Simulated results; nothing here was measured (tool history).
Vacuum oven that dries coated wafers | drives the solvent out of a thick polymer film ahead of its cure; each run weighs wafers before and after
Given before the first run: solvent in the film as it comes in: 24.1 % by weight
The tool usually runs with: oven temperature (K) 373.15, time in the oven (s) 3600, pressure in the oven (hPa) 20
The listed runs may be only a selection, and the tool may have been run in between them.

Run 1, hour 0: usual settings. Result: solvent left in the film (%) 2.15.
Run 2, hour 29.6: usual settings. Result: solvent left in the film (%) 2.02.
Run 3, hour 68.3: usual settings. Result: solvent left in the film (%) 2.09.
Run 4, hour 104.6: usual settings. Result: solvent left in the film (%) 2.15.
Run 5, hour 122.1: usual settings. Result: solvent left in the film (%) 2.08.
Run 6, hour 161.2: usual settings. Result: solvent left in the film (%) 2.02.
Run 7, hour 182.9: usual settings but time in the oven (s) 3480. Result: solvent left in the film (%) 2.16.
Run 8, hour 210.6: usual settings but oven temperature (K) 378.15. Result: solvent left in the film (%) 1.41.
Run 9, hour 232.2: usual settings but oven temperature (K) 368.15. Result: solvent left in the film (%) 2.93.
Run 10, hour 250.8: usual settings but time in the oven (s) 2700. Result: solvent left in the film (%) 3.01.
Run 11, hour 271.3: usual settings but time in the oven (s) 2700. Result: solvent left in the film (%) 2.99.
Run 12, hour 308.9: usual settings but time in the oven (s) 2700. Result: solvent left in the film (%) 2.91.
Run 13, hour 332.6: usual settings but time in the oven (s) 2700. Result: solvent left in the film (%) 3.02.
Run 14, hour 368.9: usual settings but time in the oven (s) 2700. Result: solvent left in the film (%) 2.92.
Run 15, hour 409.7: usual settings but time in the oven (s) 2700. Result: solvent left in the film (%) 2.89.
Run 16, hour 430.4: usual settings but time in the oven (s) 2700. Result: solvent left in the film (%) 2.93.
Run 17, hour 472.5: usual settings. Result: solvent left in the film (%) 2.08.
Run 18, hour 513.8: usual settings. Result: solvent left in the film (%) 2.05.
Run 19, hour 550: usual settings. Result: solvent left in the film (%) 2.05.
Run 20, hour 579.8: usual settings. Result: solvent left in the film (%) 2.12.
Run 21, hour 599.9: usual settings. Result: solvent left in the film (%) 2.01.
Run 22, hour 638.1: usual settings. Result: solvent left in the film (%) 2.11.
Run 23, hour 667.7: usual settings. Result: solvent left in the film (%) 2.04.
Run 24, hour 709.4: usual settings but oven temperature (K) 368.15, time in the oven (s) 2220, pressure in the oven (hPa) 27.2. Result: solvent left in the film (%) 5.74.
Run 25, hour 736.3: usual settings but oven temperature (K) 378.15, time in the oven (s) 1860. Result: solvent left in the film (%) 3.42.
Run 26, hour 771.6: usual settings but oven temperature (K) 378.15, time in the oven (s) 1860. Result: solvent left in the film (%) 3.41.
Run 27, hour 792.1: usual settings but oven temperature (K) 378.15, time in the oven (s) 1860. Result: solvent left in the film (%) 3.54.
Run 28, hour 833.7: usual settings but oven temperature (K) 378.15, time in the oven (s) 1860. Result: solvent left in the film (%) 3.45.
Run 29, hour 865: usual settings but oven temperature (K) 378.15, time in the oven (s) 5040, pressure in the oven (hPa) 34.1. Result: solvent left in the film (%) 2.19.
Run 30, hour 902.9: usual settings but oven temperature (K) 378.15, time in the oven (s) 5040, pressure in the oven (hPa) 34.1. Result: solvent left in the film (%) 2.05.
Run 31, hour 935.4: usual settings but oven temperature (K) 378.15, time in the oven (s) 5040, pressure in the oven (hPa) 34.1. Result: solvent left in the film (%) 2.15.
Run 32, hour 966.3: usual settings but oven temperature (K) 378.15, time in the oven (s) 5040, pressure in the oven (hPa) 34.1. Result: solvent left in the film (%) 2.
Run 33, hour 1004.6: usual settings but oven temperature (K) 369.15. Result: solvent left in the film (%) 2.74.
Run 34, hour 1028.3: usual settings but oven temperature (K) 369.15. Result: solvent left in the film (%) 2.66.
Run 35, hour 1064.7: usual settings but oven temperature (K) 369.15. Result: solvent left in the film (%) 2.7.
Run 36, hour 1095: usual settings but oven temperature (K) 385.15, time in the oven (s) 3120, pressure in the oven (hPa) 51.6. Result: solvent left in the film (%) 2.43.
Run 37, hour 1130: usual settings but oven temperature (K) 359.15, time in the oven (s) 2940, pressure in the oven (hPa) 16. Result: solvent left in the film (%) 6.05.
Run 38, hour 1151.2: usual settings but oven temperature (K) 382.15, time in the oven (s) 2100, pressure in the oven (hPa) 14.5. Result: solvent left in the film (%) 1.85.
Run 39, hour 1194.6: usual settings but time in the oven (s) 2220, pressure in the oven (hPa) 58.4. Result: solvent left in the film (%) 6.04.
Run 40, hour 1237.8: usual settings but oven temperature (K) 368.15, pressure in the oven (hPa) 27.7. Result: solvent left in the film (%) 3.49.
Run 41, hour 1268: usual settings but oven temperature (K) 368.15, pressure in the oven (hPa) 27.7. Result: solvent left in the film (%) 3.42.
Run 42, hour 1304.6: usual settings but time in the oven (s) 3480, pressure in the oven (hPa) 48.8. Result: solvent left in the film (%) 4.13.
Run 43, hour 1339.5: usual settings but oven temperature (K) 381.15, time in the oven (s) 3780, pressure in the oven (hPa) 54.3. Result: solvent left in the film (%) 2.97.
Run 44, hour 1357.5: usual settings but pressure in the oven (hPa) 13. Result: solvent left in the film (%) 1.63.
Run 45, hour 1378.3: usual settings but oven temperature (K) 367.15, time in the oven (s) 2520, pressure in the oven (hPa) 13. Result: solvent left in the film (%) 4.36.
Run 46, hour 1403.8: usual settings but oven temperature (K) 367.15, time in the oven (s) 2520, pressure in the oven (hPa) 13. Result: solvent left in the film (%) 4.25.

Not shown: 2 entries that the log had between the listed runs. Between which runs, and how does the tool's hidden state differ before and after?
Run 31 -> run 32: vacuum gauge cleaned of residue and calibrated (hour 960.7)
  true wafer temperature over the reading, C: -0.04 -> -0.05; true pressure over the reading, kPa: 0.038 -> 0
Run 38 -> run 39: oven's thermocouples calibrated (hour 1176)
  true wafer temperature over the reading, C: -0.06 -> -0.05; true pressure over the reading, kPa: 0.005 -> 0.006

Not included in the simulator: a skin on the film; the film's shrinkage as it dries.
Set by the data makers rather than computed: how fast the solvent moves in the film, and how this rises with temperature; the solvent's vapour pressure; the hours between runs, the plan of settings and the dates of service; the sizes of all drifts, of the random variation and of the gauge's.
